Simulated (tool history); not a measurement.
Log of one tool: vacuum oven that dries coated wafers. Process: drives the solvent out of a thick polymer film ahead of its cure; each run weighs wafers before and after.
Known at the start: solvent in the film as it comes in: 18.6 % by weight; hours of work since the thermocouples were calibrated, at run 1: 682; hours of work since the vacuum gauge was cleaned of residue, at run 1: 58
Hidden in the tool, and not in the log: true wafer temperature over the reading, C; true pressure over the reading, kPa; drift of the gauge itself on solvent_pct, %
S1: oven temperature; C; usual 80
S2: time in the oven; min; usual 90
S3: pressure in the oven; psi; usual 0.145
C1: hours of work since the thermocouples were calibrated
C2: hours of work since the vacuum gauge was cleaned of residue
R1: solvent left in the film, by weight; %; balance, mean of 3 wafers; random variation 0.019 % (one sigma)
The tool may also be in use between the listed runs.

run   hour  S1   S2     S3   C1   C2    R1
  1      0  80   90  0.145  682   58  1.57
  2   12.2  80   90  0.145  690   66  1.62
  3   22.9  80   90  0.145  697   73  1.61
  4   31.7  80   90  0.145  703   79   1.6
  5   40.7  80   90  0.145  709   85  1.59
  6   56.9  80   90  0.145  720   96  1.57
  7   67.7  80   90  0.145  727  103  1.57
  8   83.9  80   90  0.145  738  114  1.59
  9     92  76   90  0.145  743  119  2.38
 10  102.8  76   90  0.145  750  126  2.38
 11  113.9  76   90  0.145  758  134  2.39
 12  124.2  80   90  0.145  764  140  1.59
 13  131.2  80   90  0.145  769  145  1.57
 14  146.4  80   90  0.145  779  155  1.56
 15  158.7  80   90  0.145  787  163  1.56
 16  169.7  80   90  0.145  795  171  1.58
 17  177.5  80   90  0.145  800  176  1.58
 18  191.2  80   90  0.097  809  185  1.46
 19  207.1  80   90  0.145  819  195  1.57
 20  216.8  80   90  0.145  826  202   1.6
 21  231.2  80   90  0.145  835  211  1.59
 22  247.5  80   90  0.145  846  222  1.56
 23  260.9  93   90  0.145  855  231  0.42
 24  277.1  93   90  0.219  866  242  0.51
 25  285.1  93   90  0.205  871  247  0.52
 26  292.5  89   90  0.542  876  252   1.4
     295.8  -- oven's thermocouples calibrated
 27  303.9  65  101  0.406    5  258  5.92
 28  318.2  88  131  0.094   15  267  0.28
 29  329.1  82  131  0.094   22  275  0.54
     336.7  -- oven's thermocouples calibrated, once more
 30  347.3  82  131  0.094    7  285  0.63
 31  357.9  82  131  0.094   14  292  0.63
 32  372.3  82  131  0.094   24  302  0.62
 33  383.5  94   63  0.181   31  309  0.81
 34  399.7  80   90  0.461   42  320  2.72
 35    415  80   90  0.461   52  330  2.71
 36    426  80   90  0.461   59  337  2.71
 37  437.7  80  127  0.145   67  345  0.95
 38  451.5  80   90  0.145   76  354  1.77
 39  467.6  80   90  0.145   87  365  1.78
 40  483.7  91   73  0.145   97  376   0.8
 41  490.5  75   73  0.368  102  380  4.51
 42  499.7  75   73  0.368  108  386  4.54
 43  515.1  67   47  0.368  118  396  9.27
 44  525.7  75   90  0.226  125  403  3.15
 45    540  94   45  0.226  135  413  1.66
 46  551.2  81   47  0.309  142  420  4.69
 47  561.3  86  133  0.084  149  427  0.34

Hidden state at the last listed run before each entry between runs and at the first one after, where it differs:
Between runs 26 and 27: oven's thermocouples calibrated (hour 295.8)
  true wafer temperature over the reading, C: 1.86 -> 2.09; true pressure over the reading, kPa: 0.108 -> 0.11
  measured less the result without the state, R1: -0.15 -> -0.67 %
Between runs 29 and 30: oven's thermocouples calibrated, once more (hour 336.7)
  true wafer temperature over the reading, C: 2.12 -> 0.55; true pressure over the reading, kPa: 0.116 -> 0.121
  measured less the result without the state, R1: -0.09 -> +0.01 %
